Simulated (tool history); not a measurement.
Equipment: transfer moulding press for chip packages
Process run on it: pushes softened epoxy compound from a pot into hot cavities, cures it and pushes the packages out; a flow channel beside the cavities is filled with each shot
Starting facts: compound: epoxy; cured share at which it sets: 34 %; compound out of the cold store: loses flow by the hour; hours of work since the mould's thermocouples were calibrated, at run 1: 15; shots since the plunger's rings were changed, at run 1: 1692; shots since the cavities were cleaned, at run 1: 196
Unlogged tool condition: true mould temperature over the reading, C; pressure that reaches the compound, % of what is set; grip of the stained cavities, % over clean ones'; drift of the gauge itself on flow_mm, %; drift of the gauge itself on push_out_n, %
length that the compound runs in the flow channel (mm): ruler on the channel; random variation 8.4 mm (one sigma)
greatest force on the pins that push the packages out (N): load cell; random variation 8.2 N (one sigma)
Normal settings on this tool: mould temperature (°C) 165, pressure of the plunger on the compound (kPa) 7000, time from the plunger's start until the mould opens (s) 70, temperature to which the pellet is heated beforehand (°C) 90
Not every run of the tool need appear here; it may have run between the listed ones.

run	hour	mould temperature (°C)	pressure of the plunger on the compound (kPa)	time from the plunger's start until the mould opens (s)	temperature to which the pellet is heated beforehand (°C)	hours of work since the mould's thermocouples were calibrated	shots since the plunger's rings were changed	shots since the cavities were cleaned	incoming compound's hours out of the cold store	length that the compound runs in the flow channel (mm)	greatest force on the pins that push the packages out (N)
1	0	165	7000	70	90	15	1692	196	14.6	914	443
# hour 19.9: cavities cleaned with cleaning compound and waxed
2	23.5	165	7000	70	90	32	2046	57	24	868	628
# hour 51.1: cavities cleaned with cleaning compound and waxed
3	70.9	165	7000	70	90	67	2785	320	39.2	791	431
# hour 81.9: cavities cleaned with cleaning compound and waxed
# hour 114.1: cavities cleaned with cleaning compound and waxed
4	115.8	165	7870	70	90	99	3458	28	20	926	354
# hour 148.4: cavities cleaned with cleaning compound and waxed
5	157.9	165	5300	70	90	130	4111	152	16.7	760	414
# hour 181.6: cavities cleaned with cleaning compound and waxed
6	196.7	165	5300	70	90	159	4712	243	36.9	674	421
# hour 214: cavities cleaned with cleaning compound and waxed
7	237.8	165	7000	78	90	189	5349	384	45.1	747	365
# hour 246.7: cavities cleaned with cleaning compound and waxed
# hour 278.2: cavities cleaned with cleaning compound and waxed
8	284.4	165	5780	70	90	222	6050	101	41.2	684	395
# hour 295.3: cavities cleaned with cleaning compound and waxed, once more
# hour 319.9: plunger's sealing rings changed
9	325.2	160	5780	70	90	251	84	440	20.4	855	787
# hour 330.6: cavities cleaned with cleaning compound and waxed
# hour 364.7: cavities cleaned with cleaning compound and waxed
10	372.8	160	5780	70	90	285	802	130	13.2	885	633
# hour 399.6: cavities cleaned with cleaning compound and waxed
11	426.2	160	5780	70	90	325	1637	428	47	742	656
# hour 430.5: cavities cleaned with cleaning compound and waxed
# hour 452.4: mould's thermocouples calibrated
# hour 464.5: cavities cleaned with cleaning compound and waxed
12	475.2	160	5780	70	90	16	2344	171	44	737	585
# hour 498.6: cavities cleaned with cleaning compound and waxed
13	522.5	160	5780	70	90	51	3081	384	16.2	848	746
# hour 531.8: cavities cleaned with cleaning compound and waxed
# hour 565.9: cavities cleaned with cleaning compound and waxed
14	566.9	160	5780	70	90	83	3747	16	8.1	854	568
# hour 596.9: cavities cleaned with cleaning compound and waxed
15	604	160	5780	70	90	110	4321	116	29.1	764	582
# hour 628.7: cavities cleaned with cleaning compound and waxed
16	636.6	160	5780	70	90	134	4820	128	9.7	836	626
# hour 661.1: cavities cleaned with cleaning compound and waxed
17	674.7	160	5780	70	90	162	5409	219	40.3	694	599
# hour 693.3: cavities cleaned with cleaning compound and waxed
18	710.9	171	7060	61	91	189	5966	282	29.5	780	391
# hour 725.2: cavities cleaned with cleaning compound and waxed
19	739.7	165	7000	55	94	210	6406	233	19.4	831	829
# hour 751.8: plunger's sealing rings changed
# hour 757.9: cavities cleaned with cleaning compound and waxed
20	778.5	165	7000	55	94	236	406	332	39.3	829	812
# hour 790.4: cavities cleaned with cleaning compound and waxed
21	811.4	167	7000	70	89	260	909	337	24.9	877	411
# hour 823: cavities cleaned with cleaning compound and waxed
22	842	163	8230	70	90	283	1378	305	17	1016	547
# hour 854.8: cavities cleaned with cleaning compound and waxed
23	879.3	165	8230	87	90	310	1954	394	46.5	840	351
# hour 885.2: cavities cleaned with cleaning compound and waxed
24	912.2	165	7000	70	84	334	2459	435	20.2	893	526
# hour 916.8: cavities cleaned with cleaning compound and waxed
# hour 924.5: mould's thermocouples calibrated
25	946.8	172	6960	81	90	17	2960	451	16.5	881	337
# hour 950.9: cavities cleaned with cleaning compound and waxed
# hour 982.2: cavities cleaned with cleaning compound and waxed
26	1002.5	165	7520	70	96	57	3807	327	41.1	808	432

Each row is a separate what-if for the run after 26, all from the same tool condition, not one after another. Results?
# hour 1014.3: cavities cleaned with cleaning compound and waxed
A	1038.7	170	5500	64	96	84	4366	393	32.2	?	?
# hour 1014.3: cavities cleaned with cleaning compound and waxed
B	1038.7	170	8520	75	96	84	4366	393	13.1	?	?
# hour 1014.3: cavities cleaned with cleaning compound and waxed
C	1038.7	165	7000	81	81	84	4366	393	45.8	?	?

run	length that the compound runs in the flow channel (mm)	greatest force on the pins that push the packages out (N)
A	703	410
B	964	333
C	761	357
The same runs, with their run-to-run variation unchanged, on a tool lacking any hidden condition would have given:
run	length that the compound runs in the flow channel (mm)	greatest force on the pins that push the packages out (N)
A	765	294
B	1050	236
C	828	253
